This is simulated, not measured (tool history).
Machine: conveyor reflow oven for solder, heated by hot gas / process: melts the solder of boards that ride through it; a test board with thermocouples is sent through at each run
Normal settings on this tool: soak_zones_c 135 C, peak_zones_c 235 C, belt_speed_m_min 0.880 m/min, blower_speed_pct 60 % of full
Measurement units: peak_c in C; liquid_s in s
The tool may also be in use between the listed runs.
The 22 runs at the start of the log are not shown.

| run | hour | soak_zones_c | peak_zones_c | belt_speed_m_min | blower_speed_pct | peak_c | liquid_s |
|---|---|---|---|---|---|---|---|
| 23 | 1080.4 | 135 | 230 | 0.880 | 60 | 206.3 | 32.3 |
| 24 | 1117.4 | 135 | 228 | 0.966 | 51 | 198.9 | 21.8 |
|  | 1136.2 | flux residue cleaned out of gas plates and filters |
| 25 | 1197.0 | 135 | 235 | 0.854 | 60 | 215.2 | 39.9 |
| 26 | 1229.7 | 122 | 229 | 0.962 | 65 | 203.1 | 25.0 |
| 27 | 1285.4 | 122 | 245 | 0.962 | 54 | 213.3 | 31.2 |
| 28 | 1334.6 | 122 | 245 | 0.962 | 54 | 213.3 | 30.3 |
| 29 | 1373.4 | 122 | 245 | 0.797 | 54 | 220.4 | 43.7 |
| 30 | 1414.9 | 140 | 235 | 0.816 | 60 | 215.1 | 44.0 |
| 31 | 1448.2 | 140 | 235 | 0.816 | 60 | 215.3 | 43.4 |

Forecast each of these 3 alternatives for the next run:
| A | 1490.2 | 135 | 245 | 0.880 | 60 | ? | ? |
| B | 1490.2 | 137 | 235 | 0.907 | 60 | ? | ? |
| C | 1490.2 | 140 | 236 | 0.816 | 60 | ? | ? |

| run | peak_c | liquid_s |
|---|---|---|
| A | 220.0 | 41.9 |
| B | 210.3 | 34.9 |
| C | 216.2 | 44.2 |
With no hidden state in the tool, these same runs would have given:
| run | peak_c | liquid_s |
|---|---|---|
| A | 224.4 | 43.7 |
| B | 214.5 | 37.4 |
| C | 220.1 | 46.1 |

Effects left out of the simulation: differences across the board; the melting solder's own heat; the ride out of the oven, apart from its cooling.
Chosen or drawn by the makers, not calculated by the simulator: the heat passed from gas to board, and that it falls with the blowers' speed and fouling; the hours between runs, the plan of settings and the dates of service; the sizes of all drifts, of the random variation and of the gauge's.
